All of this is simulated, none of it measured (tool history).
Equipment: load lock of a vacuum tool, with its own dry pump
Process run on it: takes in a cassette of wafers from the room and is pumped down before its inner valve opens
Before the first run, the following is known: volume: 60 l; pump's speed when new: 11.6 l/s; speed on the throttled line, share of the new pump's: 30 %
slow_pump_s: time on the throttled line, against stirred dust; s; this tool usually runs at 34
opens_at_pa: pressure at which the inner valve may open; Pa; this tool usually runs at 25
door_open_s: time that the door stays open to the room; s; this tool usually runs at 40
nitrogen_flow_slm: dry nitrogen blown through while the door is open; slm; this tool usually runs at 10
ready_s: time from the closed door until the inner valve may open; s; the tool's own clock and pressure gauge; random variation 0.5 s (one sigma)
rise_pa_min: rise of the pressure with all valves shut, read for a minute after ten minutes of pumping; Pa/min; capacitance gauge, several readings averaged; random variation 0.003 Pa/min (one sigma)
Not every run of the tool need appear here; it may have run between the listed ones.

run	hour	slow_pump_s	opens_at_pa	door_open_s	nitrogen_flow_slm	incoming humidity of the room's air, %	ready_s	rise_pa_min
1	0.0	34	25	40	10	44.0	71.0	0.075
2	175.3	34	25	40	10	42.6	69.2	0.077
3	575.8	34	25	40	10	44.7	70.1	0.078
4	962.1	34	25	40	10	43.0	70.7	0.073
5	1283.5	34	25	40	10	47.0	70.2	0.086
6	1630.9	34	25	40	10	46.1	69.8	0.086
7	1994.8	34	25	40	10	44.9	69.1	0.085
8	2225.4	34	25	40	10	45.7	71.1	0.092

Estimate the outcome of run 9 from the log above:
9	2615.9	67	24	182	13	41.4	?	?

{"run 9": {"ready_s": 93.1, "rise_pa_min": 0.114}}
On a tool with no hidden condition, and with the same random variation, this run would have come out at ready_s 90.3 s, rise_pa_min 0.051 Pa/min.

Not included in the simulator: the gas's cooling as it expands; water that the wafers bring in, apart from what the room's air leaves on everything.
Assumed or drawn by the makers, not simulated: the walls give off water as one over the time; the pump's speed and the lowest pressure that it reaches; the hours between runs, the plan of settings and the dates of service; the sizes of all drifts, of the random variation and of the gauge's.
